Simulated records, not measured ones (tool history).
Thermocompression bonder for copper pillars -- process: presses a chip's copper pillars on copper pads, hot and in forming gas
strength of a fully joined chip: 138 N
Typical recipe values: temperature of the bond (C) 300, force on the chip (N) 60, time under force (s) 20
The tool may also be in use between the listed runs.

run	hour	temperature of the bond (C)	force on the chip (N)	time under force (s)	force that shears a chip off (N)
1	0	300	60	20	57.7
2	19.2	321	60	20	69.2
3	34	300	60	56	79.7
4	54	300	43	56	67.2
5	74	300	43	56	68
# hour 83.5: forming gas filter changed
6	99.8	300	43	56	73.9
7	116.7	300	44	56	75.1
8	128.5	300	44	56	73.8
9	140.2	300	60	28	70
10	153.9	300	60	20	61.2
11	179.4	300	60	20	62.6
12	200.5	300	60	20	60.6
13	214.5	300	60	20	61
14	236.2	300	60	20	62.2
15	257.7	271	60	20	45
16	279.6	271	60	20	45.8
17	295.2	271	60	20	43.6
18	313.8	271	60	20	43.8
19	330.5	271	60	20	44.5
20	345.3	293	75	20	63.8
21	363	316	44	20	56.6
22	381.8	316	44	20	57.4
23	400.2	284	57	19	47.8
24	423.6	325	44	24	65.1
25	441.5	318	39	15	48.1
26	454.9	328	60	20	74.4
27	474.8	296	43	11	35.1
# hour 483.6: forming gas filter changed
28	488.8	327	60	29	89.3
29	506.1	317	60	21	74.5
30	526	294	60	21	60.8
31	549.9	294	60	21	60.8
32	565	322	56	21	73.4
33	581.6	322	56	21	74.4
34	602.3	322	56	21	72.2
35	620.3	300	60	13	51.3
36	636.6	300	60	13	53.1
37	661.6	320	36	13	45.8

The same runs without the tool's hidden state, with the same run-to-run variation:
Unlogged tool condition in this case: true temperature of the bond over the reading, C; force that reaches the chip, % of what is set; oxide that the forming gas leaves, % of the face; drift of the gauge itself on shear_n, %.
run	force that shears a chip off (N)
1	60
2	72.7
3	84.2
4	70.9
5	72
6	71.6
7	73
8	71.9
9	68.3
10	59.7
11	61.4
12	59.7
13	60.2
14	61.7
15	44.3
16	45.3
17	43.2
18	43.7
19	44.4
20	64.7
21	57.6
22	58.8
23	48.6
24	67.6
25	49.8
26	78
27	36.2
28	86.3
29	71.7
30	58.1
31	58.4
32	71.5
33	72.7
34	70.9
35	49.9
36	51.9
37	45

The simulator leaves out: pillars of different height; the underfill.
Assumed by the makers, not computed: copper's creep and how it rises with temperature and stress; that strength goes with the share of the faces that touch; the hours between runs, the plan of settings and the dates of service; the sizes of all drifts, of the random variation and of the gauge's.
